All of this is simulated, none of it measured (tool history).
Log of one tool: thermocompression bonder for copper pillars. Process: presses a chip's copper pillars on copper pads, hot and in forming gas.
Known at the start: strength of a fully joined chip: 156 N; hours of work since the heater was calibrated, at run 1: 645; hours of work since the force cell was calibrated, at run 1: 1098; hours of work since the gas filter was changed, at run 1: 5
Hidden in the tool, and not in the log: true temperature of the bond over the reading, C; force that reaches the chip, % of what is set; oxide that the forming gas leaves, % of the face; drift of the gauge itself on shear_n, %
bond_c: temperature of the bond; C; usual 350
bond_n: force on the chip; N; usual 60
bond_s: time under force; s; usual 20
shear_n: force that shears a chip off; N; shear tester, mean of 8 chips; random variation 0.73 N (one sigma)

run,hour,bond_c,bond_n,bond_s,hours of work since the heater was calibrated,hours of work since the force cell was calibrated,hours of work since the gas filter was changed,shear_n
1,0,350,60,20,645,1098,5,54.6
2,28.3,350,60,20,663,1116,23,55.1
3,59.7,350,60,20,683,1136,43,54.8
4,93.8,350,60,20,705,1158,65,54.8
5,144.7,350,40,20,737,1190,98,40.9
6,166.1,350,40,20,751,1204,111,39.3
# hour 176.1: forming gas filter changed
7,203.1,350,60,33,774,1227,17,67.5
8,238.6,350,60,20,797,1250,40,55.1
9,289.1,350,60,20,829,1282,72,56.4
10,314,350,57,20,845,1298,88,53.2
# hour 361.3: forming gas filter changed
11,361.3,350,86,20,875,1328,0,73
12,393,350,86,20,895,1348,20,73
13,438.4,350,60,10,924,1377,49,41.8
14,489.8,350,76,20,957,1410,82,65.6
15,539.4,350,60,20,988,1441,114,54.2
# hour 546.4: forming gas filter changed
16,570.7,350,60,20,1008,1461,16,54.5
17,592.9,350,60,25,1022,1475,30,60.9
18,630.6,350,60,25,1046,1499,54,59.9
19,677,350,60,11,1076,1529,83,43.3
20,724.1,350,71,20,1106,1559,113,62.8
# hour 733.5: forming gas filter changed
21,758.4,373,39,10,1127,1580,16,35.3
22,806.5,372,60,22,1158,1611,47,67.2
23,843.6,350,71,40,1182,1634,70,78.2
24,877.8,327,60,11,1203,1656,92,34.2
25,912.1,377,47,29,1225,1678,114,67.1
# hour 917.8: forming gas filter changed
26,951.6,377,47,29,1250,1703,22,64.9
# hour 987.3: heater calibrated with a thermocouple chip
27,1002.3,377,47,29,10,1734,53,65.3
28,1054.5,374,40,29,43,1767,86,57.5
29,1087.4,374,58,29,64,1788,107,74.2
# hour 1106.2: forming gas filter changed
30,1135.3,374,58,29,94,1818,19,75.7
31,1161.6,380,74,55,111,1835,35,109.2
32,1188.2,380,74,55,128,1852,52,109
33,1226.4,380,74,55,152,1877,77,109.3
34,1258.8,380,74,55,173,1897,97,109.4
35,1281.2,380,74,55,187,1911,112,108.7
# hour 1292.3: forming gas filter changed
36,1312.8,380,41,55,207,1931,13,76.6
37,1350.4,330,44,49,231,1955,37,50.2
38,1378.6,350,60,37,249,1973,55,69.4

Forecast each of these 3 alternatives for the next run:
A,1400.2,338,88,13,263,1987,69,?
B,1400.2,321,41,37,263,1987,69,?
C,1400.2,350,60,60,263,1987,69,?

run,shear_n
A,56.1
B,39.6
C,81.5
Without the tool's hidden state the same runs would have given:
run,shear_n
A,56.1
B,39.5
C,81.4
